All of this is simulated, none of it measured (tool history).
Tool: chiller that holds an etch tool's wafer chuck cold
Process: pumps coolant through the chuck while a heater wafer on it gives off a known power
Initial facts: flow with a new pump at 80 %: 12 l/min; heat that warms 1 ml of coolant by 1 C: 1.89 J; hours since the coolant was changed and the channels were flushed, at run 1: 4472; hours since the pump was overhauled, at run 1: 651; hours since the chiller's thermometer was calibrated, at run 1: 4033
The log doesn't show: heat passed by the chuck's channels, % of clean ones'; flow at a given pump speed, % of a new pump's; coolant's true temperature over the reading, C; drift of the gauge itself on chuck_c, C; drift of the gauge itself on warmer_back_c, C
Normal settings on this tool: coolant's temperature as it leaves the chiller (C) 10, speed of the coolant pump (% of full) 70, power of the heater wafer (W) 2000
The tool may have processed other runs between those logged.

run	day	coolant's temperature as it leaves the chiller (C)	speed of the coolant pump (% of full)	power of the heater wafer (W)	hours since the coolant was changed and the channels were flushed	hours since the pump was overhauled	hours since the chiller's thermometer was calibrated	chuck's temperature once it has settled (C)	how much warmer the coolant comes back (C)
1	0	10	70	2000	4472	651	4033	28.2	6.11
2	1.358	10	81	2000	4505	683	4066	26.9	5.23
3	2.779	10	81	2000	4539	718	4100	26.7	5.3
4	3.492	10	81	2000	4556	735	4117	26.9	5.31
5	4.829	10	70	2000	4588	767	4149	28.2	6.16
6	6.325	10	70	2000	4624	803	4185	28.3	6.16
7	6.983	10	70	2000	4640	818	4201	28.4	6.19
8	8.2	10	70	2000	4669	848	4230	28.3	6.21
9	9.596	10	70	2000	4702	881	4263	28.1	6.2
# day 9.767: chiller's thermometer calibrated
10	10.312	10	70	2000	4718	897	13	28.3	6.25
11	11.346	10	70	2000	4743	922	38	28.3	6.32
12	11.967	10	70	2000	4758	937	53	28.2	6.37
13	12.683	10	70	2000	4775	954	70	28.3	6.35
14	13.896	10	70	2000	4804	983	99	28.2	6.34
15	15.162	10	70	2000	4835	1014	130	28.2	6.35
16	16.546	10	83	2000	4868	1047	163	26.5	5.45
17	17.775	18	99	1170	4898	1076	192	26.7	2.87
18	19.046	10	70	1466	4928	1107	223	23.4	4.85
19	19.908	1	70	1011	4949	1128	243	10.4	3.55
# day 20.75: gauge calibrated
20	20.975	1	70	1011	4974	1153	269	10.4	3.02
21	21.758	1	70	1011	4993	1172	288	10.3	3.12
22	23.196	1	70	1011	5028	1207	322	10.2	3.12
23	24.567	10	70	2324	5061	1239	355	31.1	7.17
24	25.317	4	70	2000	5079	1257	373	22.4	6.18
25	26.062	18	70	2414	5096	1275	391	40.1	7.46
26	27.25	3	67	2008	5125	1304	420	21.8	6.5
27	28.45	3	67	2008	5154	1333	448	21.8	6.61
28	29.938	18	77	2222	5189	1368	484	37.2	6.34
29	30.617	18	77	2222	5206	1385	500	37.4	6.34
30	31.829	18	84	2222	5235	1414	530	36	5.88
31	32.521	18	93	1448	5251	1430	546	29.3	3.57
32	33.883	11	91	2231	5284	1463	579	28.6	5.51

How the hidden state differs across the entries between the runs, from the last listed run before each to the first after it:
Between runs 9 and 10: chiller's thermometer calibrated (day 9.767)
  drift of the gauge itself on warmer_back_c, C: 0.21 -> 0.23
  measured value less the no-hidden-state value, how much warmer the coolant comes back (C): +0.22 -> +0.23
Between runs 19 and 20: gauge calibrated (day 20.75)
  drift of the gauge itself on warmer_back_c, C: 0.44 -> 0
  measured value less the no-hidden-state value, how much warmer the coolant comes back (C): +0.44 -> +0

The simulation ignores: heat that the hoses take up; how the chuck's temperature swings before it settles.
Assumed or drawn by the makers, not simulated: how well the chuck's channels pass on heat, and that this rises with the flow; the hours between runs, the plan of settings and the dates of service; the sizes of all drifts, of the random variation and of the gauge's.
